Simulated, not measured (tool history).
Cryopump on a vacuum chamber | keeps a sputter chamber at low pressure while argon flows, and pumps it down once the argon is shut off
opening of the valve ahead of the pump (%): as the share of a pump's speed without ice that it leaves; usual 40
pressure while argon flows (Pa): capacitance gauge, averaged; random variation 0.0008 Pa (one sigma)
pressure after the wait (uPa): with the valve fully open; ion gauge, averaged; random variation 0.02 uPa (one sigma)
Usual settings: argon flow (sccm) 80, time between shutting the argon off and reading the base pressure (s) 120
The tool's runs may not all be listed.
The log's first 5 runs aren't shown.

run   hour  argon flow (sccm)  time between shutting the argon off and reading the base pressure (s)  opening of the valve ahead of the pump (%)  hours of work since the pump was warmed up and emptied  hours of work since the cold head was overhauled  hours of work since the chamber's fittings were tightened  pressure while argon flows (Pa)  pressure after the wait (uPa)
  6  203.0                 80                                                                    120                                          18                                                     555                                               555                                                         55                           0.3603                           0.34
  7  261.1                 80                                                                    120                                          18                                                     604                                               604                                                        103                           0.3573                           0.36
  8  323.5                 80                                                                    120                                          18                                                     656                                               656                                                        155                           0.3595                           0.40
  9  354.0                 80                                                                    120                                          18                                                     681                                               681                                                        181                           0.3565                           0.41
 10  416.6                 80                                                                    120                                          18                                                     734                                               734                                                        233                           0.3612                           0.43
 11  459.3                 80                                                                    120                                          18                                                     769                                               769                                                        269                           0.3614                           0.49
 12  507.1                 80                                                                    120                                          18                                                     809                                               809                                                        308                           0.3615                           0.50
 13  566.5                 80                                                                    120                                          18                                                     859                                               859                                                        358                           0.3657                           0.52
 14  624.9                 80                                                                    120                                          18                                                     907                                               907                                                        407                           0.3640                           0.50
 15  690.0                 80                                                                    120                                          32                                                     962                                               962                                                        461                           0.2142                           0.56
 16  742.0                 80                                                                    120                                          32                                                    1005                                              1005                                                        504                           0.2155                           0.59
 17  777.2                 80                                                                    120                                          20                                                    1034                                              1034                                                        534                           0.3319                           0.60
 18  816.8                 80                                                                    120                                          20                                                    1068                                              1068                                                        567                           0.3351                           0.67

Run 19 comes next. What will it give?
 19  867.0                 80                                                                    120                                          20                                                    1109                                              1109                                                        609                                ?                              ?

pressure while argon flows (Pa): 0.3370
pressure after the wait (uPa): 0.67
Without the tool's hidden state the same run would have given pressure while argon flows (Pa) 0.3148, pressure after the wait (uPa) 0.30.
